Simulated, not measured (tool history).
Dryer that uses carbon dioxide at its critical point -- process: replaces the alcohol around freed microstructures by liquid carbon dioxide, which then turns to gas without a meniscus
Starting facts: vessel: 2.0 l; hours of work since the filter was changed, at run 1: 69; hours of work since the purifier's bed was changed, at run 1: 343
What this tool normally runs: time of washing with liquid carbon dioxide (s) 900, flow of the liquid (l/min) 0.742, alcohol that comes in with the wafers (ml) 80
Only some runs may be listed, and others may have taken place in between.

| run | hour | time of washing with liquid carbon dioxide (s) | flow of the liquid (l/min) | alcohol that comes in with the wafers (ml) | hours of work since the filter was changed | hours of work since the purifier's bed was changed | alcohol left in the vessel before it's heated (ppm by volume) |
|---|---|---|---|---|---|---|---|
| 1 | 0.0 | 900 | 0.742 | 80 | 69 | 343 | 309 |
| 2 | 25.3 | 960 | 0.742 | 80 | 81 | 354 | 255 |
| 3 | 46.2 | 960 | 0.742 | 80 | 90 | 364 | 251 |
| 4 | 65.5 | 960 | 0.742 | 80 | 99 | 373 | 264 |
| 5 | 85.2 | 900 | 0.742 | 52 | 108 | 382 | 232 |
| 6 | 108.2 | 900 | 0.742 | 59 | 119 | 392 | 288 |
| 7 | 120.3 | 900 | 0.742 | 59 | 124 | 398 | 297 |
| 8 | 144.7 | 900 | 0.742 | 59 | 136 | 409 | 295 |
| 9 | 165.1 | 900 | 0.742 | 59 | 145 | 419 | 311 |
| 10 | 176.8 | 900 | 0.742 | 59 | 150 | 424 | 309 |
| 11 | 197.2 | 900 | 0.742 | 59 | 160 | 433 | 317 |
|  | 206.6 | inlet filter changed |
| 12 | 211.9 | 1080 | 0.742 | 59 | 2 | 440 | 92 |
| 13 | 238.9 | 1080 | 0.742 | 59 | 15 | 452 | 90 |
| 14 | 262.1 | 1020 | 0.742 | 59 | 25 | 463 | 116 |
| 15 | 288.0 | 1020 | 0.742 | 59 | 37 | 475 | 128 |
| 16 | 299.5 | 1020 | 0.742 | 59 | 43 | 480 | 126 |
| 17 | 311.6 | 1020 | 0.742 | 59 | 48 | 485 | 126 |
| 18 | 328.8 | 1020 | 1.257 | 59 | 56 | 493 | 27 |
| 19 | 351.6 | 900 | 0.742 | 64 | 67 | 504 | 281 |
| 20 | 375.7 | 900 | 0.742 | 80 | 78 | 515 | 353 |
| 21 | 400.6 | 900 | 0.742 | 80 | 89 | 526 | 369 |
| 22 | 420.7 | 900 | 0.580 | 80 | 98 | 535 | 1095 |
| 23 | 444.8 | 900 | 0.580 | 80 | 109 | 547 | 1113 |
| 24 | 471.2 | 900 | 0.580 | 80 | 121 | 559 | 1141 |
| 25 | 488.1 | 840 | 0.455 | 32 | 129 | 566 | 1277 |
| 26 | 503.1 | 900 | 0.617 | 35 | 136 | 573 | 446 |
| 27 | 519.1 | 1320 | 0.742 | 30 | 143 | 581 | 52 |
| 28 | 532.3 | 1140 | 0.742 | 45 | 149 | 587 | 104 |
| 29 | 556.6 | 1140 | 0.742 | 45 | 161 | 598 | 116 |
|  | 564.8 | inlet filter changed |
| 30 | 570.1 | 1140 | 0.742 | 45 | 2 | 604 | 69 |
| 31 | 586.0 | 1260 | 0.742 | 108 | 10 | 611 | 69 |
| 32 | 600.5 | 1320 | 0.742 | 108 | 16 | 618 | 61 |
| 33 | 623.0 | 1320 | 0.742 | 108 | 27 | 628 | 66 |
| 34 | 646.1 | 1320 | 0.742 | 108 | 37 | 638 | 71 |
| 35 | 662.5 | 1320 | 0.478 | 117 | 45 | 646 | 675 |
| 36 | 689.4 | 660 | 0.471 | 25 | 57 | 658 | 1430 |
| 37 | 715.0 | 540 | 1.207 | 49 | 69 | 670 | 197 |
| 38 | 741.8 | 540 | 1.207 | 49 | 81 | 682 | 226 |
| 39 | 753.2 | 660 | 0.742 | 80 | 86 | 688 | 1283 |
| 40 | 764.2 | 660 | 0.742 | 80 | 92 | 693 | 1298 |
| 41 | 785.9 | 840 | 0.588 | 38 | 101 | 703 | 661 |
| 42 | 799.9 | 840 | 0.538 | 26 | 108 | 709 | 628 |
| 43 | 823.6 | 600 | 0.611 | 109 | 119 | 720 | 4508 |
| 44 | 836.0 | 1200 | 0.842 | 118 | 124 | 726 | 82 |
| 45 | 847.7 | 1260 | 0.548 | 24 | 130 | 731 | 156 |
| 46 | 862.9 | 660 | 0.638 | 75 | 137 | 738 | 2206 |

Predict each of these 4 candidate next runs independently; none follows another, all start after run 46:
| A | 875.9 | 660 | 0.638 | 80 | 143 | 744 | ? |
| B | 875.9 | 660 | 0.906 | 38 | 143 | 744 | ? |
| C | 875.9 | 900 | 0.742 | 32 | 143 | 744 | ? |
| D | 875.9 | 720 | 0.601 | 80 | 143 | 744 | ? |

| run | alcohol left in the vessel before it's heated (ppm by volume) |
|---|---|
| A | 2396 |
| B | 351 |
| C | 213 |
| D | 2265 |
With the hidden condition removed and each run's random variation left untouched, the same runs would have given:
| run | alcohol left in the vessel before it's heated (ppm by volume) |
|---|---|
| A | 1588 |
| B | 184 |
| C | 96 |
| D | 1491 |

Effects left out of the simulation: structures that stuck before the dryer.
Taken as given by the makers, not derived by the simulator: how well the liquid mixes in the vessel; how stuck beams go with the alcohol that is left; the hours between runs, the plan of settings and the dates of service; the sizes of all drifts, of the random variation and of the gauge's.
